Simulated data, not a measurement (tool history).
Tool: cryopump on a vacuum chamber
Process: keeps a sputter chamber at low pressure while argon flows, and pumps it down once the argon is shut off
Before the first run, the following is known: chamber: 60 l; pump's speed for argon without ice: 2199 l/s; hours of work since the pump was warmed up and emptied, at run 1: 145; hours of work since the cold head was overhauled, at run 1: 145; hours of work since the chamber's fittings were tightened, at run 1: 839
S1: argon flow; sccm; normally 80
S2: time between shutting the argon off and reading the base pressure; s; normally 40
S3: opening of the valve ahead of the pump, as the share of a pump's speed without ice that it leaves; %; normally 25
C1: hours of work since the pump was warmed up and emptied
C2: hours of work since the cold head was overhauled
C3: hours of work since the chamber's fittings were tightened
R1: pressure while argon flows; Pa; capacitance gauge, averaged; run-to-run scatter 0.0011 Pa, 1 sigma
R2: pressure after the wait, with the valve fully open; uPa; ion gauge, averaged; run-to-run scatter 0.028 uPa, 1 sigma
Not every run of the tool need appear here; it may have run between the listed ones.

run 1 hour=0.0 | S1=80 S2=40 S3=25 | C1=145 C2=145 C3=839 | R1=0.2550 R2=1.42
run 2 hour=13.5 | S1=80 S2=40 S3=25 | C1=153 C2=153 C3=847 | R1=0.2542 R2=1.44
run 3 hour=29.4 | S1=80 S2=265 S3=25 | C1=162 C2=162 C3=856 | R1=0.2526 R2=0.48
run 4 hour=44.5 | S1=80 S2=265 S3=25 | C1=171 C2=171 C3=865 | R1=0.2536 R2=0.47
run 5 hour=55.2 | S1=80 S2=265 S3=25 | C1=177 C2=177 C3=871 | R1=0.2532 R2=0.49
run 6 hour=71.6 | S1=80 S2=265 S3=25 | C1=187 C2=187 C3=880 | R1=0.2524 R2=0.50
run 7 hour=88.5 | S1=80 S2=265 S3=25 | C1=196 C2=196 C3=890 | R1=0.2537 R2=0.45
run 8 hour=103.1 | S1=80 S2=265 S3=25 | C1=205 C2=205 C3=898 | R1=0.2551 R2=0.49
run 9 hour=112.0 | S1=80 S2=265 S3=25 | C1=210 C2=210 C3=904 | R1=0.2545 R2=0.51
run 10 hour=122.2 | S1=80 S2=265 S3=25 | C1=216 C2=216 C3=909 | R1=0.2571 R2=0.49
run 11 hour=136.0 | S1=80 S2=40 S3=37 | C1=224 C2=224 C3=917 | R1=0.1752 R2=1.42
run 12 hour=152.5 | S1=71 S2=228 S3=37 | C1=233 C2=233 C3=927 | R1=0.1557 R2=0.55
run 13 hour=169.1 | S1=41 S2=228 S3=47 | C1=243 C2=243 C3=936 | R1=0.0730 R2=0.52
run 14 hour=186.4 | S1=41 S2=228 S3=47 | C1=253 C2=253 C3=946 | R1=0.0734 R2=0.52
run 15 hour=194.8 | S1=41 S2=228 S3=47 | C1=257 C2=257 C3=951 | R1=0.0725 R2=0.54
run 16 hour=204.5 | S1=80 S2=21 S3=25 | C1=263 C2=263 C3=957 | R1=0.2597 R2=2.45
run 17 hour=219.0 | S1=80 S2=23 S3=41 | C1=271 C2=271 C3=965 | R1=0.1618 R2=2.27
run 18 hour=228.0 | S1=80 S2=23 S3=41 | C1=276 C2=276 C3=970 | R1=0.1623 R2=2.39
run 19 hour=236.5 | S1=75 S2=40 S3=15 | C1=281 C2=281 C3=975 | R1=0.3967 R2=1.57

Consider 3 possible next runs. They are alternatives, not a sequence: every one starts from the tool as it was left by run 19. What does each give?
run A hour=246.4 | S1=59 S2=30 S3=15 | C1=287 C2=287 C3=981 | R1=? R2=?
run B hour=246.4 | S1=36 S2=27 S3=47 | C1=287 C2=287 C3=981 | R1=? R2=?
run C hour=246.4 | S1=75 S2=73 S3=29 | C1=287 C2=287 C3=981 | R1=? R2=?

run=A R1=0.3128 R2=1.89
run=B R1=0.0652 R2=2.05
run=C R1=0.2116 R2=0.96
What these runs would have given with no unlogged condition in the tool:
run=A R1=0.3031 R2=1.67
run=B R1=0.0593 R2=1.83
run=C R1=0.1993 R2=0.75

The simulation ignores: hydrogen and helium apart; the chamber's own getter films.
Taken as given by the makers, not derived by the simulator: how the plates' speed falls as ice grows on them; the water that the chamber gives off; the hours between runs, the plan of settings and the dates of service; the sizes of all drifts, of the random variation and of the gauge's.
